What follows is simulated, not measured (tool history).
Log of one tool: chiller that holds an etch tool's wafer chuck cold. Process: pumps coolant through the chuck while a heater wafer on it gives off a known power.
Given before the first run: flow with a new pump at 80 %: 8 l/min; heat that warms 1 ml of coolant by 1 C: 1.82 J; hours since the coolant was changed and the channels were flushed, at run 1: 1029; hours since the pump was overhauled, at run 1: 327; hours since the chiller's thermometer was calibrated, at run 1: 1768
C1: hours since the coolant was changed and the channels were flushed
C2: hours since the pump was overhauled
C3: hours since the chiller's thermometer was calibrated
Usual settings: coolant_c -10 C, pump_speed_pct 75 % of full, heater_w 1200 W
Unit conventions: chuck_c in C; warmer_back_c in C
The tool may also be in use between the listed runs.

Run 1, hour 0.0: usual settings; C1 1029; C2 327; C3 1768. Result: chuck_c 2.2 C, warmer_back_c 5.32 C.
Run 2, hour 40.8: usual settings; C1 1070; C2 368; C3 1809. Result: chuck_c 2.2 C, warmer_back_c 5.33 C.
Run 3, hour 128.1: usual settings but pump_speed_pct 80 % of full; C1 1157; C2 455; C3 1896. Result: chuck_c 1.7 C, warmer_back_c 5.05 C.
Run 4, hour 178.2: usual settings but pump_speed_pct 80 % of full; C1 1207; C2 505; C3 1946. Result: chuck_c 1.8 C, warmer_back_c 5.01 C.
Run 5, hour 214.0: usual settings but pump_speed_pct 80 % of full; C1 1243; C2 541; C3 1982. Result: chuck_c 1.7 C, warmer_back_c 5.06 C.
Run 6, hour 296.3: usual settings; C1 1325; C2 623; C3 2064. Result: chuck_c 2.4 C, warmer_back_c 5.38 C.
Run 7, hour 340.4: usual settings; C1 1369; C2 667; C3 2109. Result: chuck_c 2.4 C, warmer_back_c 5.39 C.
Run 8, hour 401.8: usual settings; C1 1431; C2 729; C3 2170. Result: chuck_c 2.4 C, warmer_back_c 5.41 C.
Run 9, hour 447.2: usual settings; C1 1476; C2 774; C3 2215. Result: chuck_c 2.3 C, warmer_back_c 5.41 C.
Run 10, hour 496.3: usual settings but heater_w 838 W; C1 1525; C2 823; C3 2264. Result: chuck_c -1.3 C, warmer_back_c 3.80 C.
Run 11, hour 567.4: usual settings but heater_w 838 W; C1 1596; C2 894; C3 2336. Result: chuck_c -1.3 C, warmer_back_c 3.74 C.
Run 12, hour 607.3: usual settings but heater_w 838 W; C1 1636; C2 934; C3 2375. Result: chuck_c -1.4 C, warmer_back_c 3.84 C.
Run 13, hour 674.7: usual settings but coolant_c -17 C, pump_speed_pct 76 % of full, heater_w 942 W; C1 1703; C2 1002; C3 2443. Result: chuck_c -7.3 C, warmer_back_c 4.22 C.
Run 14, hour 760.6: usual settings but coolant_c -17 C, pump_speed_pct 76 % of full, heater_w 942 W; C1 1789; C2 1088; C3 2529. Result: chuck_c -7.2 C, warmer_back_c 4.24 C.
Run 15, hour 841.7: usual settings but heater_w 1029 W; C1 1870; C2 1169; C3 2610. Result: chuck_c 0.8 C, warmer_back_c 4.72 C.
Run 16, hour 918.1: usual settings but coolant_c -12 C, pump_speed_pct 96 % of full, heater_w 1076 W; C1 1947; C2 1245; C3 2686. Result: chuck_c -2.9 C, warmer_back_c 3.88 C.
Run 17, hour 992.0: usual settings but coolant_c -14 C, pump_speed_pct 68 % of full, heater_w 1214 W; C1 2021; C2 1319; C3 2760. Result: chuck_c -0.2 C, warmer_back_c 6.10 C.
Run 18, hour 1058.0: usual settings but coolant_c -14 C, pump_speed_pct 68 % of full, heater_w 1214 W; C1 2087; C2 1385; C3 2826. Result: chuck_c -0.1 C, warmer_back_c 6.16 C.
Run 19, hour 1093.4: usual settings but coolant_c -1 C, pump_speed_pct 61 % of full, heater_w 1219 W; C1 2122; C2 1420; C3 2861. Result: chuck_c 14.2 C, warmer_back_c 6.90 C.
Run 20, hour 1135.9: usual settings but pump_speed_pct 84 % of full, heater_w 927 W; C1 2165; C2 1463; C3 2904. Result: chuck_c -1.2 C, warmer_back_c 3.82 C.
Run 21, hour 1211.1: usual settings but pump_speed_pct 71 % of full, heater_w 1296 W; C1 2240; C2 1538; C3 2979. Result: chuck_c 4.7 C, warmer_back_c 6.39 C.
Run 22, hour 1286.0: usual settings but pump_speed_pct 84 % of full, heater_w 1696 W; C1 2315; C2 1613; C3 3054. Result: chuck_c 6.9 C, warmer_back_c 7.00 C.

Branching from run 22: 3 alternative next runs. What would each branch give?
Run A, hour 1366.5: usual settings but coolant_c -1 C; C1 2395; C2 1693; C3 3135. Result: chuck_c ?, warmer_back_c ?.
Run B, hour 1366.5: usual settings but coolant_c -16 C, pump_speed_pct 84 % of full, heater_w 1484 W; C1 2395; C2 1693; C3 3135. Result: chuck_c ?, warmer_back_c ?.
Run C, hour 1366.5: usual settings but coolant_c -7 C, pump_speed_pct 87 % of full; C1 2395; C2 1693; C3 3135. Result: chuck_c ?, warmer_back_c ?.

run  chuck_c  warmer_back_c
  A     11.9           5.58
  B     -1.2           6.14
  C      4.5           4.81
The same runs, with their run-to-run variation unchanged, on a tool lacking any hidden condition would have given:
run  chuck_c  warmer_back_c
  A     10.8           5.27
  B     -2.5           5.80
  C      3.6           4.55
